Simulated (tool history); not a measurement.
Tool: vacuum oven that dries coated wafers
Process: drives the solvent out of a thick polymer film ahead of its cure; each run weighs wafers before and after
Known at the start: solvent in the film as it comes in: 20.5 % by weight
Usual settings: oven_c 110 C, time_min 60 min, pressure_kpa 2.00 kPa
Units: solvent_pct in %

run	day	oven_c	time_min	pressure_kpa	solvent_pct
1	0.000	110	60	2.00	4.14
2	4.429	110	60	2.65	4.70
3	7.079	110	60	2.65	4.57
4	9.225	114	60	2.65	3.48
5	13.142	110	60	2.00	4.31
6	16.671	110	60	2.83	4.82
7	20.562	110	60	2.83	4.77
8	25.096	110	60	4.13	5.53
9	28.975	110	60	4.83	6.22
10	31.942	110	60	2.00	4.30
11	35.225	110	60	2.00	4.38
12	37.200	110	60	2.00	4.49
13	40.554	117	60	2.00	2.46
14	43.242	117	60	2.00	2.54
15	45.146	117	60	2.00	2.51
16	47.954	117	60	2.00	2.55
17	50.588	110	73	7.31	7.23
18	53.229	110	73	7.31	7.32
# day 55.971: oven's thermocouples calibrated
19	57.025	110	73	7.31	6.86
20	59.900	110	73	4.36	4.98
21	64.333	110	54	2.45	5.01
22	66.358	109	33	1.52	7.47
23	68.492	116	44	1.24	3.29
24	72.646	119	44	1.44	2.65
25	76.433	119	44	1.44	2.80
26	79.262	121	73	1.84	1.54
27	81.508	105	60	1.61	5.86
28	85.225	110	53	1.06	4.37

3 ways to go on from here, each from the tool as it stands after run 28. What would each give?
A	89.917	110	60	7.36	?
B	89.917	122	106	5.57	?
C	89.917	124	35	2.00	?

run	solvent_pct
A	7.76
B	2.96
C	2.61
Without the tool's hidden state the same runs would have given:
run	solvent_pct
A	7.09
B	2.61
C	2.18

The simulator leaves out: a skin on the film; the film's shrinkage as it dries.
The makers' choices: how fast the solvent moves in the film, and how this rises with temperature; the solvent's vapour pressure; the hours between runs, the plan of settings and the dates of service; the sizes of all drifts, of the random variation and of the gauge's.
